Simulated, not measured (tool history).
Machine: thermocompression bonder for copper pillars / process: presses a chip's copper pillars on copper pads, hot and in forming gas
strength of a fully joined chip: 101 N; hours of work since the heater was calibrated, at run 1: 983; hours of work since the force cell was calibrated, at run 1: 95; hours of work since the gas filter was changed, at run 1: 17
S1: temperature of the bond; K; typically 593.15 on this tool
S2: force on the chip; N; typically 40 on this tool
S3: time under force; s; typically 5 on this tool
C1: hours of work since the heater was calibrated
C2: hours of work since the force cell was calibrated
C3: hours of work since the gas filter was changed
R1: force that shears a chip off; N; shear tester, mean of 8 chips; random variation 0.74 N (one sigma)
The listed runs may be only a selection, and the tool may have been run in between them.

Run 1, hour 0: usual settings; C1 983; C2 95; C3 17. Result: R1 64.6 N.
Run 2, hour 5.4: usual settings but S2 45 N; C1 986; C2 98; C3 20. Result: R1 70.6 N.
Run 3, hour 15.4: usual settings but S2 45 N; C1 991; C2 104; C3 26. Result: R1 69.1 N.
Run 4, hour 20.4: usual settings but S2 45 N; C1 994; C2 107; C3 29. Result: R1 71.6 N.
Run 5, hour 30.3: usual settings but S2 45 N; C1 1000; C2 112; C3 35. Result: R1 69.7 N.
Run 6, hour 34.6: usual settings but S2 45 N; C1 1003; C2 115; C3 37. Result: R1 69.3 N.
Run 7, hour 44.6: usual settings but S2 43 N; C1 1008; C2 121; C3 43. Result: R1 67.5 N.
Run 8, hour 49.5: usual settings but S2 43 N, S3 3 s; C1 1011; C2 123; C3 46. Result: R1 59.2 N.
Run 9, hour 59.2: usual settings but S2 43 N, S3 3 s; C1 1017; C2 129; C3 51. Result: R1 59 N.
Run 10, hour 64.7: usual settings but S2 43 N, S3 3 s; C1 1020; C2 132; C3 55. Result: R1 59.2 N.
Run 11, hour 73.4: usual settings but S2 43 N, S3 3 s; C1 1025; C2 137; C3 60. Result: R1 58.6 N.
Run 12, hour 78.1: usual settings but S2 43 N, S3 3 s; C1 1028; C2 140; C3 62. Result: R1 59.1 N.
Run 13, hour 86.1: usual settings; C1 1033; C2 145; C3 67. Result: R1 64.3 N.
Run 14, hour 95.6: usual settings; C1 1038; C2 150; C3 73. Result: R1 66 N.
Run 15, hour 103.6: usual settings; C1 1043; C2 155; C3 77. Result: R1 65.5 N.
Run 16, hour 113.5: usual settings; C1 1049; C2 161; C3 83. Result: R1 64.1 N.
Run 17, hour 122.8: usual settings but S2 58 N; C1 1054; C2 166; C3 88. Result: R1 81.5 N.
Run 18, hour 129.2: usual settings; C1 1058; C2 170; C3 92. Result: R1 64.3 N.
Run 19, hour 138.5: usual settings but S2 35 N; C1 1063; C2 175; C3 98. Result: R1 58.2 N.
Run 20, hour 142.7: usual settings; C1 1066; C2 178; C3 100. Result: R1 64.2 N.
Run 21, hour 147.7: usual settings but S1 603.15 K; C1 1069; C2 181; C3 103. Result: R1 70.5 N.

For run 22, what comes out?
Run 22, hour 153.1: usual settings but S1 603.15 K; C1 1072; C2 184; C3 106. Result: R1 ?.

{"run 22": {"R1": 70.6}}
The same run, on a tool lacking any hidden state, would have yielded R1 71.2 N.
